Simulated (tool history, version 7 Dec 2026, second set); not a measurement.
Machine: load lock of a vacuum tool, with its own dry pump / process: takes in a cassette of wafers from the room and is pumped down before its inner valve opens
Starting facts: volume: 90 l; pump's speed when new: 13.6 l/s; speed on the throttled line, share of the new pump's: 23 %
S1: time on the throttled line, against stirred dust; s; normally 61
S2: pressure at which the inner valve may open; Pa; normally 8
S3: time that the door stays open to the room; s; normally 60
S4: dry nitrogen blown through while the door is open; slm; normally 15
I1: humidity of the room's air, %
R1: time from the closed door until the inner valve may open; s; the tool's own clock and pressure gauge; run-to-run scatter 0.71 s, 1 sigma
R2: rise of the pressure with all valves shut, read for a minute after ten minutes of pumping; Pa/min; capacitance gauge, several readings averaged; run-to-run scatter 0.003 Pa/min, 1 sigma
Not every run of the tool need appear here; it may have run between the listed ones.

run 1 day=0.000 | S1=61 S2=8 S3=60 S4=15 | I1=45.7 | R1=112.7 R2=0.286
run 2 day=16.204 | S1=61 S2=8 S3=60 S4=15 | I1=49.0 | R1=113.9 R2=0.324
run 3 day=33.908 | S1=61 S2=8 S3=82 S4=15 | I1=44.7 | R1=113.1 R2=0.339
run 4 day=44.400 | S1=61 S2=8 S3=37 S4=15 | I1=44.5 | R1=114.5 R2=0.349
run 5 day=53.596 | S1=61 S2=14 S3=60 S4=15 | I1=41.6 | R1=108.9 R2=0.369
run 6 day=72.700 | S1=82 S2=14 S3=60 S4=15 | I1=45.5 | R1=125.1 R2=0.392
run 7 day=87.408 | S1=87 S2=14 S3=60 S4=15 | I1=46.2 | R1=129.5 R2=0.423
run 8 day=101.879 | S1=61 S2=8 S3=60 S4=15 | I1=45.2 | R1=114.8 R2=0.449
run 9 day=119.112 | S1=61 S2=8 S3=60 S4=15 | I1=48.7 | R1=114.7 R2=0.476
run 10 day=138.596 | S1=61 S2=8 S3=60 S4=15 | I1=47.1 | R1=115.8 R2=0.523
run 11 day=155.112 | S1=61 S2=8 S3=60 S4=15 | I1=46.0 | R1=115.5 R2=0.549
run 12 day=176.638 | S1=61 S2=8 S3=60 S4=15 | I1=43.2 | R1=116.4 R2=0.584
-- day=183.608 door's seal changed, seat wiped
run 13 day=196.492 | S1=61 S2=8 S3=60 S4=15 | I1=46.5 | R1=114.8 R2=0.024
run 14 day=214.446 | S1=61 S2=8 S3=60 S4=15 | I1=40.5 | R1=115.6 R2=0.030
run 15 day=227.804 | S1=61 S2=8 S3=60 S4=15 | I1=43.0 | R1=114.7 R2=0.036
run 16 day=248.892 | S1=61 S2=8 S3=60 S4=15 | I1=46.3 | R1=116.2 R2=0.053
run 17 day=267.888 | S1=56 S2=9 S3=31 S4=5 | I1=45.9 | R1=111.3 R2=0.067
run 18 day=286.512 | S1=36 S2=8 S3=55 S4=42 | I1=43.9 | R1=96.5 R2=0.070
run 19 day=307.604 | S1=36 S2=8 S3=55 S4=42 | I1=46.8 | R1=97.8 R2=0.092
run 20 day=327.554 | S1=36 S2=8 S3=55 S4=42 | I1=44.1 | R1=97.0 R2=0.105

Forecast run 21:
run 21 day=344.342 | S1=67 S2=8 S3=60 S4=38 | I1=45.8 | R1=? R2=?

R1: 120.6 s
R2: 0.120 Pa/min
On a tool with no hidden condition, and with the same random variation, this run would have come out at R1 114.7 s, R2 0.005 Pa/min.
